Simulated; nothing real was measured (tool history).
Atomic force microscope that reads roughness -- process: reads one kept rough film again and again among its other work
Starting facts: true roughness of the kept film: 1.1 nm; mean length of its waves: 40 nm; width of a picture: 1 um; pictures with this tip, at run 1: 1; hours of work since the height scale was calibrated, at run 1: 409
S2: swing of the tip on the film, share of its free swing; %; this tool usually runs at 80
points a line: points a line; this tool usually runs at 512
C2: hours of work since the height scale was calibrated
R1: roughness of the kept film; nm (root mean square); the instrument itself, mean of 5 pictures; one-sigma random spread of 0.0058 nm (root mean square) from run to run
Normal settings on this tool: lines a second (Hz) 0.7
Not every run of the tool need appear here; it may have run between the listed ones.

Run 1, hour 0: usual settings; pictures with this tip 1; C2 409. Result: R1 1.034 nm (root mean square).
Run 2, hour 17.9: usual settings but S2 81 %; pictures with this tip 23; C2 420. Result: R1 1.036 nm (root mean square).
Run 3, hour 34.5: usual settings but S2 81 %; pictures with this tip 43; C2 430. Result: R1 1.039 nm (root mean square).
Run 4, hour 45: usual settings but S2 83 %; pictures with this tip 56; C2 436. Result: R1 1.016 nm (root mean square).
Run 5, hour 61.2: usual settings but lines a second (Hz) 0.535; pictures with this tip 76; C2 446. Result: R1 1.035 nm (root mean square).
Run 6, hour 78.6: usual settings but lines a second (Hz) 0.535; pictures with this tip 98; C2 456. Result: R1 1.016 nm (root mean square).
Run 7, hour 89.4: usual settings but lines a second (Hz) 0.535; pictures with this tip 111; C2 463. Result: R1 1.032 nm (root mean square).
Run 8, hour 98.5: usual settings; pictures with this tip 122; C2 468. Result: R1 1.01 nm (root mean square).
Run 9, hour 108.2: usual settings but lines a second (Hz) 1.788; pictures with this tip 134; C2 474. Result: R1 0.96 nm (root mean square).
Run 10, hour 115.7: usual settings but lines a second (Hz) 1.788; pictures with this tip 144; C2 479. Result: R1 0.948 nm (root mean square).
Run 11, hour 124.1: usual settings but lines a second (Hz) 1.788; pictures with this tip 154; C2 484. Result: R1 0.94 nm (root mean square).
Run 12, hour 133.8: usual settings but lines a second (Hz) 1.788; pictures with this tip 166; C2 490. Result: R1 0.941 nm (root mean square).
Run 13, hour 148.7: usual settings but lines a second (Hz) 1.788, S2 56 %; pictures with this tip 185; C2 498. Result: R1 1.012 nm (root mean square).
Run 14, hour 164.8: usual settings but lines a second (Hz) 1.788, S2 56 %; pictures with this tip 204; C2 508. Result: R1 1.009 nm (root mean square).
Run 15, hour 175.4: usual settings but lines a second (Hz) 1.788, S2 56 %; pictures with this tip 217; C2 514. Result: R1 1.005 nm (root mean square).
Run 16, hour 192.6: usual settings but lines a second (Hz) 1.788, S2 56 %; pictures with this tip 239; C2 525. Result: R1 1.005 nm (root mean square).
Run 17, hour 210.2: usual settings; pictures with this tip 261; C2 535. Result: R1 0.989 nm (root mean square).
At hour 212.1: height scale calibrated on a step standard.
Run 18, hour 224.1: usual settings but S2 59 %, points a line 788; pictures with this tip 276; C2 7. Result: R1 1.017 nm (root mean square).
Run 19, hour 240.1: usual settings but lines a second (Hz) 2.493, S2 85 %, points a line 510; pictures with this tip 296; C2 17. Result: R1 0.858 nm (root mean square).
Run 20, hour 248.8: usual settings but lines a second (Hz) 0.69, points a line 547; pictures with this tip 307; C2 22. Result: R1 0.973 nm (root mean square).
Run 21, hour 259.6: usual settings but lines a second (Hz) 1.552, S2 71 %, points a line 639; pictures with this tip 320; C2 28. Result: R1 0.961 nm (root mean square).
Run 22, hour 268.2: usual settings but lines a second (Hz) 3.058, S2 75 %, points a line 308; pictures with this tip 331; C2 34. Result: R1 0.884 nm (root mean square).
At hour 277.8: new tip fitted.
At hour 281.3: height scale calibrated on a step standard, once more.
Run 23, hour 283.1: usual settings but lines a second (Hz) 3.058, points a line 308; pictures with this tip 5; C2 1. Result: R1 0.901 nm (root mean square).
Run 24, hour 294.8: usual settings but lines a second (Hz) 3.058, points a line 308; pictures with this tip 20; C2 8. Result: R1 0.906 nm (root mean square).
Run 25, hour 303.9: usual settings but S2 56 %, points a line 261; pictures with this tip 31; C2 14. Result: R1 1.053 nm (root mean square).
Run 26, hour 316.5: usual settings but lines a second (Hz) 1.321; pictures with this tip 47; C2 21. Result: R1 0.987 nm (root mean square).
Run 27, hour 333.6: usual settings but lines a second (Hz) 1.317; pictures with this tip 68; C2 31. Result: R1 0.981 nm (root mean square).
Run 28, hour 348: usual settings but lines a second (Hz) 0.923, S2 66 %, points a line 420; pictures with this tip 86; C2 40. Result: R1 1.025 nm (root mean square).

Predict the results of run 29:
Run 29, hour 356.6: usual settings but lines a second (Hz) 0.923, S2 66 %, points a line 420; pictures with this tip 96; C2 45. Result: R1 ?.

{"run 29": {"R1": 1.024}}
The same run, on a tool lacking any hidden state, would have yielded R1 1.048 nm (root mean square).
